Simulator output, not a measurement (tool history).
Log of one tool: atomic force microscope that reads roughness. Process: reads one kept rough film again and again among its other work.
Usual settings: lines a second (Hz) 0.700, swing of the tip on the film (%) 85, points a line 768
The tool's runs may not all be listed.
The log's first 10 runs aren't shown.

| run | hour | lines a second (Hz) | swing of the tip on the film (%) | points a line | pictures with this tip | hours of work since the height scale was calibrated | roughness of the kept film (nm (root mean square)) |
|---|---|---|---|---|---|---|---|
| 11 | 80.2 | 0.700 | 83 | 538 | 21 | 51 | 3.004 |
| 12 | 87.5 | 0.700 | 85 | 343 | 30 | 55 | 2.912 |
| 13 | 96.0 | 0.700 | 58 | 768 | 42 | 60 | 2.948 |
| 14 | 105.2 | 0.700 | 58 | 433 | 54 | 65 | 2.850 |
| 15 | 112.2 | 0.700 | 71 | 433 | 63 | 69 | 2.789 |
| 16 | 119.3 | 0.700 | 85 | 768 | 73 | 73 | 2.689 |
| 17 | 128.2 | 0.700 | 85 | 322 | 84 | 78 | 2.609 |
| 18 | 134.0 | 0.700 | 85 | 322 | 92 | 82 | 2.592 |
| 19 | 140.1 | 0.700 | 85 | 322 | 100 | 85 | 2.525 |

The next listed run, before its measurement:
| 20 | 148.4 | 0.700 | 85 | 322 | 111 | 90 | ? |

Run 20 gave roughness of the kept film (nm (root mean square)) 2.502.
Without the tool's hidden state the same run would have given roughness of the kept film (nm (root mean square)) 3.153.
